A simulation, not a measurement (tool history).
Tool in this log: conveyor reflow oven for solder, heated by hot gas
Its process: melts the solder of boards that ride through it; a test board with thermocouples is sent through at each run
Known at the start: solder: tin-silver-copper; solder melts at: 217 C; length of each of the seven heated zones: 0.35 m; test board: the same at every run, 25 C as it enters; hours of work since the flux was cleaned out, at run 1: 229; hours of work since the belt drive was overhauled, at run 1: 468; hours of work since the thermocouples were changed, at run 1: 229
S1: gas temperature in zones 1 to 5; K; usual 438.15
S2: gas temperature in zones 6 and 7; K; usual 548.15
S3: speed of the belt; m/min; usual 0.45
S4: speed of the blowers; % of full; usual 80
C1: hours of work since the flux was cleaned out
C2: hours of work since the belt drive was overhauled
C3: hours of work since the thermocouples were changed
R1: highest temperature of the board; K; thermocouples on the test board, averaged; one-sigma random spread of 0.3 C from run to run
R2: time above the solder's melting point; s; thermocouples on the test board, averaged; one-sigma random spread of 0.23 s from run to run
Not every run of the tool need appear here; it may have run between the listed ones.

run	hour	S1	S2	S3	S4	C1	C2	C3	R1	R2
1	0	438.15	548.15	0.45	80	229	468	229	533.75	74.7
2	12.3	438.15	548.15	0.45	80	237	476	237	533.55	74.3
3	25.7	438.15	548.15	0.369	80	245	484	245	538.55	97.3
4	47.9	438.15	548.15	0.369	80	259	498	259	538.75	96.5
5	66.1	438.15	548.15	0.369	80	271	510	271	538.55	96.8
6	79.3	438.15	548.15	0.369	80	279	518	279	538.75	96.6
7	93.9	436.15	548.15	0.418	63	288	527	288	531.85	77.6
8	109.5	436.15	548.15	0.418	63	298	537	298	531.85	77.1
9	121.2	426.15	548.15	0.52	63	306	545	306	520.95	48.5
10	134.5	426.15	548.15	0.52	63	314	553	314	521.15	48.7

How would selected steps in R1 from run to run divide? Give the signed amount a tool lacking its hidden state would still show from settings, what came in and random variation, and the signed amount left for the hidden state, including any gauge scatter that is not in both of the compared results.
Hidden conditions of the tool in this case: heat that the gas passes to the board, % of a clean oven's; belt's true speed, % of the reading; true gas temperature in zones 6 and 7 over the reading, C; drift of the gauge itself on peak_c, C; drift of the gauge itself on liquid_s, %.
Run 8 -> 9: S1 436.15 -> 426.15, S3 0.418 -> 0.52. R1 -10.9 K: hidden state -0.7, all else -10.2.

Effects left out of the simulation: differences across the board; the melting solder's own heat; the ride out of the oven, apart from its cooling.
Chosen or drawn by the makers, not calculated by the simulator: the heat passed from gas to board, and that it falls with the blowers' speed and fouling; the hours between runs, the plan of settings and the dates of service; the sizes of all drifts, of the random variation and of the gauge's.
